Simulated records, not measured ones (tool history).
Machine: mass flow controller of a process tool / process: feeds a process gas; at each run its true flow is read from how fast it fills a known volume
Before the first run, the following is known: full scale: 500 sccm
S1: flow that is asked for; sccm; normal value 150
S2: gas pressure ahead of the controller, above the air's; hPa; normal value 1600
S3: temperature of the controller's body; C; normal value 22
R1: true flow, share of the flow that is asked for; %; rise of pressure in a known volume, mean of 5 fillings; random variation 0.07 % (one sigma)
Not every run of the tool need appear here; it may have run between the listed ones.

run    hour   S1    S2  S3     R1
  1     0.0  150  1600  22  97.63
  2   165.9  208  1600  22  98.07
  3   315.7  150  2310  22  97.15
  4   384.4  150  1600  26  97.70
  5   489.6  150  1600  26  97.56
  6   647.8  150  1600  22  97.29
  7   797.9  150  1600  22  97.26
  8   904.4  150  1600  22  97.29
  9   977.7  150  1600  22  97.07
 10  1117.3  150  1600  22  96.92
 11  1272.2  150  1600  22  96.75
 12  1357.5  150  1600  22  96.88
 13  1444.5  150  1600  30  97.21
 14  1561.1  150  1600  30  97.11
 15  1640.9  150  1600  30  97.35
 16  1794.6  150  1600  22  96.60
 17  1951.4  150  1600  22  96.33
 18  2097.7  150  2120  22  96.02
 19  2178.0  150  2120  22  96.27
 20  2308.2  150  2120  22  95.98
 21  2466.6  150  2120  22  95.93
 22  2626.7  150  2430  22  95.67
 23  2722.2  150  2430  22  95.67
 24  2847.1  150  2430  22  95.52
     2856.1  -- controller's zero set anew
 25  2994.2  160  1550  21  94.54
 26  3129.9  160  1550  21  94.46
 27  3296.6  397  1790  22  97.37
 28  3420.3  168  1460  21  94.49
 29  3508.1  150  1600  22  94.04
 30  3623.4  263  1590  39  97.47
 31  3774.2  150  2440  24  93.62
     3787.3  -- controller's zero set anew, once more
 32  3918.8  100  2300  24  98.23
 33  4055.1  100  2300  24  98.13
 34  4200.7  158  2600  28  98.43
 35  4316.1  236  2600  21  98.36

For run 36, what comes out?
 36  4405.0  109  1890  29   ?

R1: 98.42 %
If the tool had no hidden condition, the same run with the same run-to-run variation would have returned R1 99.60 %.
